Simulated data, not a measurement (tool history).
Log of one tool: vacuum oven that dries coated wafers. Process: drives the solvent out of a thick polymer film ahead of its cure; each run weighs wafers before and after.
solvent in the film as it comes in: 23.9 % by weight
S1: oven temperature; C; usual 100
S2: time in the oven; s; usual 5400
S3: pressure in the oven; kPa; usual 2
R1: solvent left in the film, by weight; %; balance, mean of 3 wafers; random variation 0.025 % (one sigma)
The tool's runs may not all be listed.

run,hour,S1,S2,S3,R1
1,0,100,5400,2,4.95
2,10,100,5400,2,4.89
3,21.6,100,5400,2,4.91
# hour 24.3: vacuum gauge cleaned of residue and calibrated
4,35.7,100,5400,2,4.91
5,51.7,100,5400,1.57,4.74
6,58.7,100,5400,1.57,4.74
7,71.3,100,5400,1.57,4.79
8,86,100,5400,1.57,4.76
9,93.6,86,6060,6.93,11.43
# hour 108.9: vacuum gauge cleaned of residue and calibrated, once more
10,110.2,86,6060,6.93,11.57

Forecast each of these 3 alternatives for the next run:
A,118,115,3840,4.84,?
B,118,91,5400,5.04,?
C,118,99,9300,6.93,?

run,R1
A,3.12
B,9.36
C,4.31
Without the tool's hidden state the same runs would have given:
run,R1
A,2.95
B,9.07
C,4.12
